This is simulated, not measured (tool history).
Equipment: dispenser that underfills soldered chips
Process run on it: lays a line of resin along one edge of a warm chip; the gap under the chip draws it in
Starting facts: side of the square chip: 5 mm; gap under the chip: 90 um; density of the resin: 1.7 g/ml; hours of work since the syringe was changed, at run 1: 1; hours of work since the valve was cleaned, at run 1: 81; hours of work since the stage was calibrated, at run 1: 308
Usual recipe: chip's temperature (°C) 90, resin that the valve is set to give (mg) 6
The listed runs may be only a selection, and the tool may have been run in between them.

| run | hour | chip's temperature (°C) | resin that the valve is set to give (mg) | hours of work since the syringe was changed | hours of work since the valve was cleaned | hours of work since the stage was calibrated | time until the resin shows at the far edge (s) | resin that the valve gave (mg) |
|---|---|---|---|---|---|---|---|---|
| 1 | 0 | 90 | 6 | 1 | 81 | 308 | 8.3 | 5.49 |
|  | 10.9 | new syringe of resin |
| 2 | 13.2 | 90 | 6 | 2 | 90 | 317 | 8.3 | 5.41 |
|  | 16.5 | dispensing valve cleaned and set on the balance |
| 3 | 20.9 | 90 | 6.35 | 6 | 3 | 322 | 9.8 | 6.38 |
|  | 25.3 | new syringe of resin |
| 4 | 27.3 | 90 | 6.22 | 1 | 7 | 326 | 8 | 6.21 |
| 5 | 32.8 | 90 | 6.22 | 5 | 11 | 330 | 9.5 | 6.19 |
|  | 37.9 | new syringe of resin |
| 6 | 40.6 | 90 | 6.77 | 2 | 16 | 335 | 8.4 | 6.64 |
| 7 | 47.2 | 90 | 6.77 | 6 | 21 | 340 | 10 | 6.63 |
|  | 51.4 | new syringe of resin |
| 8 | 54 | 90 | 5.96 | 2 | 26 | 344 | 8.6 | 5.81 |
| 9 | 61.4 | 101 | 6 | 7 | 31 | 350 | 7.8 | 5.84 |
|  | 64.5 | new syringe of resin |
| 10 | 72.5 | 78 | 5.75 | 6 | 39 | 357 | 13.7 | 5.57 |
|  | 77.7 | new syringe of resin |
| 11 | 80.5 | 78 | 5.75 | 2 | 44 | 363 | 12.3 | 5.43 |
| 12 | 88.8 | 105 | 6.16 | 8 | 50 | 368 | 7.2 | 5.86 |
|  | 91.1 | new syringe of resin |
| 13 | 97.6 | 102 | 6.97 | 5 | 56 | 374 | 6.6 | 6.61 |

What differs in the tool's unlogged condition from the final listed run ahead of each entry between runs to the first listed run following it?
Run 1 -> run 2: new syringe of resin (hour 10.9)
  resin's viscosity, % of fresh resin's: 105.5 -> 106.9; dose that the valve gives, % of what is set: 92 -> 91.11; true chip temperature over the reading, C: -2.66 -> -2.73
  what was measured, less what the result would be without the hidden state, time until the resin shows at the far edge (s): +1.1 -> +1.3; resin that the valve gave (mg): -0.47 -> -0.53
Run 2 -> run 3: dispensing valve cleaned and set on the balance (hour 16.5)
  resin's viscosity, % of fresh resin's: 106.9 -> 129.4; dose that the valve gives, % of what is set: 91.11 -> 99.93; true chip temperature over the reading, C: -2.73 -> -2.76
  what was measured, less what the result would be without the hidden state, time until the resin shows at the far edge (s): +1.3 -> +2.9; resin that the valve gave (mg): -0.53 -> +0
Run 3 -> run 4: new syringe of resin (hour 25.3)
  resin's viscosity, % of fresh resin's: 129.4 -> 106.4; dose that the valve gives, % of what is set: 99.93 -> 99.53; true chip temperature over the reading, C: -2.76 -> -2.8
  what was measured, less what the result would be without the hidden state, time until the resin shows at the far edge (s): +2.9 -> +1.1; resin that the valve gave (mg): +0 -> -0.03
Run 5 -> run 6: new syringe of resin (hour 37.9)
  resin's viscosity, % of fresh resin's: 124.6 -> 109; dose that the valve gives, % of what is set: 99.14 -> 98.61; true chip temperature over the reading, C: -2.83 -> -2.87
  what was measured, less what the result would be without the hidden state, time until the resin shows at the far edge (s): +2.5 -> +1.3; resin that the valve gave (mg): -0.05 -> -0.1
Run 7 -> run 8: new syringe of resin (hour 51.4)
  resin's viscosity, % of fresh resin's: 131.8 -> 107.3; dose that the valve gives, % of what is set: 98.13 -> 97.71; true chip temperature over the reading, C: -2.9 -> -2.94
  what was measured, less what the result would be without the hidden state, time until the resin shows at the far edge (s): +3 -> +1.2; resin that the valve gave (mg): -0.13 -> -0.13
Run 9 -> run 10: new syringe of resin (hour 64.5)
  resin's viscosity, % of fresh resin's: 132.6 -> 126.5; dose that the valve gives, % of what is set: 97.19 -> 96.44; true chip temperature over the reading, C: -2.98 -> -3.04
  what was measured, less what the result would be without the hidden state, time until the resin shows at the far edge (s): +2.4 -> +4; resin that the valve gave (mg): -0.17 -> -0.21
Run 10 -> run 11: new syringe of resin (hour 77.7)
  resin's viscosity, % of fresh resin's: 126.5 -> 108; dose that the valve gives, % of what is set: 96.44 -> 95.95; true chip temperature over the reading, C: -3.04 -> -3.08
  what was measured, less what the result would be without the hidden state, time until the resin shows at the far edge (s): +4 -> +2; resin that the valve gave (mg): -0.21 -> -0.24
Run 12 -> run 13: new syringe of resin (hour 91.1)
  resin's viscosity, % of fresh resin's: 137.2 -> 121.2; dose that the valve gives, % of what is set: 95.35 -> 94.73; true chip temperature over the reading, C: -3.13 -> -3.18
  what was measured, less what the result would be without the hidden state, time until the resin shows at the far edge (s): +2.4 -> +1.7; resin that the valve gave (mg): -0.28 -> -0.37

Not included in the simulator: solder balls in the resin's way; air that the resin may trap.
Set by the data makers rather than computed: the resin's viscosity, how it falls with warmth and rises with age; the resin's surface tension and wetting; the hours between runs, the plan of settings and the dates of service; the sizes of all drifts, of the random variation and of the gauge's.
